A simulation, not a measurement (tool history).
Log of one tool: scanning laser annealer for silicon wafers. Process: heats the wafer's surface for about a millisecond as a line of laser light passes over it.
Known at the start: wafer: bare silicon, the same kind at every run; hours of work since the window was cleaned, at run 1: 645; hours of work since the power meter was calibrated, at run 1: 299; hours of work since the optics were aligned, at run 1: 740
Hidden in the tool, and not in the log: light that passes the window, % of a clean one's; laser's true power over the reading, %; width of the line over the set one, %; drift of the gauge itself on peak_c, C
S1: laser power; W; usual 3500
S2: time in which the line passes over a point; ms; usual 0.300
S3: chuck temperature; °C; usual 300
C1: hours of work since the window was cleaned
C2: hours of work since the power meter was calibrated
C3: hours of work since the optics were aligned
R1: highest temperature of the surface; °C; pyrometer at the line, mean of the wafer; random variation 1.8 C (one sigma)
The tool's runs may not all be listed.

run	hour	S1	S2	S3	C1	C2	C3	R1
1	0.0	3500	0.300	300	645	299	740	1062
2	16.2	3500	0.300	300	654	309	750	1063
# hour 56.1: window over the wafer cleaned
3	57.7	3762	0.300	300	1	332	773	1123
# hour 73.9: optics aligned, line set to its width
4	80.8	3500	0.300	300	12	343	4	1060
5	117.2	3500	0.300	300	33	365	26	1060
6	142.5	3500	0.300	300	49	380	41	1060
7	172.5	3500	0.300	300	67	398	59	1062
8	208.3	3500	0.300	300	88	419	80	1064
9	229.0	3500	0.300	300	100	432	93	1058
10	248.7	3500	0.300	261	112	443	104	1022
11	265.8	3500	0.300	261	122	454	115	1019
12	296.1	3052	0.300	300	140	472	133	948
13	326.7	3052	0.300	300	159	490	151	951
14	352.0	3780	0.300	338	174	505	166	1167
15	376.7	3145	0.362	338	188	520	181	1070
16	397.5	3145	0.362	338	201	532	193	1073
17	427.8	3500	0.311	308	219	550	211	1079
18	456.2	3500	0.311	308	236	567	228	1081

Run 19 comes next. What will it give?
19	492.5	2999	0.303	300	257	589	250	?

Run 19 gave R1 937 °C.
Without the tool's hidden state the same run would have given R1 938 °C.
